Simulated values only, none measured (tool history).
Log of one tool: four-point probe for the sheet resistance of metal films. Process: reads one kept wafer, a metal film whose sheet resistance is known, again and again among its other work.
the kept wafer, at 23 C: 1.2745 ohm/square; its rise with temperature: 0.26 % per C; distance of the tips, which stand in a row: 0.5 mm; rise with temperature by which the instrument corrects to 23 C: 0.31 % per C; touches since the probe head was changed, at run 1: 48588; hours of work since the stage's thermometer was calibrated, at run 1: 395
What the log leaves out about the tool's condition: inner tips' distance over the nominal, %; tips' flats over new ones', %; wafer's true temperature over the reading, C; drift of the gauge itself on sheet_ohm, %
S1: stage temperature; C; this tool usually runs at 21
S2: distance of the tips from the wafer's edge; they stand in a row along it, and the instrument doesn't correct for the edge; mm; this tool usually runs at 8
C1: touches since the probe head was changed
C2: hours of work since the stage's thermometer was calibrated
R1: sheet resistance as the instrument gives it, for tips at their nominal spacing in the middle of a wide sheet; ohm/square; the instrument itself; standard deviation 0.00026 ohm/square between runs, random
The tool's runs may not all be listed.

run	day	S1	S2	C1	C2	R1
1	0.000	21	8	48588	395	1.279199
2	0.450	21	33	49227	403	1.276447
3	1.125	21	48	50192	414	1.276531
4	1.904	21	8	51307	427	1.278680
5	2.483	21	8	52133	437	1.278614
6	3.246	21	8	53216	450	1.278892
7	4.012	21	36	54314	463	1.276113
8	4.979	21	8	55689	480	1.278690
9	5.708	21	8	56729	492	1.278605
10	6.371	21	9	57676	503	1.277692
11	7.154	21	8	58795	517	1.278416
12	7.912	31	8	59878	530	1.271491
13	8.867	21	8	61233	546	1.278311
14	9.888	21	8	62694	563	1.277491
# day 9.962: stage's thermometer calibrated
15	10.350	29	19	63324	7	1.269866
16	11.133	29	19	64439	20	1.270285
17	11.654	29	19	65184	29	1.270001
18	12.142	25	19	65875	37	1.272848
# day 12.954: stage's thermometer calibrated, once more
19	12.954	25	19	67006	0	1.272901
20	13.462	25	19	67731	9	1.272898
21	14.467	25	16	69167	26	1.272859
22	15.317	34	8	70375	40	1.269333
23	15.938	34	8	71262	51	1.268890
24	16.525	31	13	72101	61	1.268975

What does the tool deliver on the next run?
25	17.188	31	13	73046	72	?

{"run 25": {"R1": 1.26931}}
Take away the tool's hidden state, keep the run-to-run variation as it was, and the same run would have given R1 1.270204 ohm/square.

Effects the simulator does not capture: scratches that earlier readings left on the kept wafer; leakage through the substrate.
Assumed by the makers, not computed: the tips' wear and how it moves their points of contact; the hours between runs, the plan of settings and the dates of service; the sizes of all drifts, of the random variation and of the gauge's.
